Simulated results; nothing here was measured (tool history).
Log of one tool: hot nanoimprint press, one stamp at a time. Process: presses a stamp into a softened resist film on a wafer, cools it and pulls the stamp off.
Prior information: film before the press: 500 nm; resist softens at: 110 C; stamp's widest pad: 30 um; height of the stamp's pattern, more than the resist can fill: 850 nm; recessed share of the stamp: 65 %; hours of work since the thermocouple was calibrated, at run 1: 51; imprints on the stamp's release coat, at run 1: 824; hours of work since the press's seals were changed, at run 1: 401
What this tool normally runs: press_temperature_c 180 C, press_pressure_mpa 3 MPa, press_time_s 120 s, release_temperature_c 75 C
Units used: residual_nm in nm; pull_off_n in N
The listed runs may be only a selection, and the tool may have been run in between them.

run,hour,press_temperature_c,press_pressure_mpa,press_time_s,release_temperature_c,hours of work since the thermocouple was calibrated,imprints on the stamp's release coat,hours of work since the press's seals were changed,residual_nm,pull_off_n
1,0,180,3,120,75,51,824,401,280.3,109
2,13.8,180,3,120,75,60,871,409,278.6,108
3,29.8,180,3,120,75,70,926,419,280.3,109
4,38.8,180,3,120,75,75,956,425,277.9,115
5,53.2,180,3,120,75,84,1005,434,276.5,115
6,61.5,180,3,120,77,89,1034,439,278.2,110
7,71,180,3,120,77,95,1066,445,277.5,111
8,84.1,180,3,120,75,103,1111,453,279.4,108
9,94.7,180,3,120,75,109,1147,459,280.2,116
10,112.8,180,3,230,75,121,1208,470,218.5,117
11,124,180,3,200,75,127,1246,477,233.4,119
12,139.7,180,3,200,75,137,1299,487,232.7,114
13,152.8,180,3,200,75,145,1344,495,231.5,115
# hour 163.7: stamp cleaned and given a new release coat
14,177.2,180,3,120,66,156,46,506,280.1,116
15,191.2,180,3,120,66,165,93,515,281.3,114
16,203.5,180,3,120,66,173,135,522,281.5,122
17,215.9,180,3,120,66,180,177,530,282.3,113
18,225.9,178,3,197,67,186,211,536,249.3,116
19,243.2,178,3.6,152,64,197,270,547,257.3,120
20,259.8,180,1.92,70,75,207,326,557,369.8,104
21,279.7,180,1.92,70,75,219,394,569,371.2,106
22,293.9,185,1.86,98,60,228,442,578,306.2,131
23,305.6,185,1.86,177,60,235,482,585,254.4,138
24,318.3,180,3,159,75,243,525,593,254.7,106
25,336.3,183,3,159,66,254,587,604,234.6,127
26,346,183,4.36,120,66,260,620,610,226.6,125
27,362.3,189,3,67,79,270,675,620,272.7,103
28,371.9,189,3,157,65,276,708,626,196.2,125
29,389,186,3,219,76,287,766,636,188,107
30,407.9,189,2.31,103,65,298,830,648,257.2,131
31,418.3,184,3.29,120,75,305,866,654,246.1,110

Each row is a separate what-if for the run after 31, all from the same tool condition, not one after another. Results?
A,431.4,180,3,120,71,313,910,662,?,?
B,431.4,183,2.95,120,75,313,910,662,?,?
C,431.4,184,3.29,104,68,313,910,662,?,?

run,residual_nm,pull_off_n
A,282.4,121
B,261.9,108
C,261.1,128
Without the tool's unlogged condition, the same runs would have read:
run,residual_nm,pull_off_n
A,274.4,105
B,254.2,93
C,252.9,111

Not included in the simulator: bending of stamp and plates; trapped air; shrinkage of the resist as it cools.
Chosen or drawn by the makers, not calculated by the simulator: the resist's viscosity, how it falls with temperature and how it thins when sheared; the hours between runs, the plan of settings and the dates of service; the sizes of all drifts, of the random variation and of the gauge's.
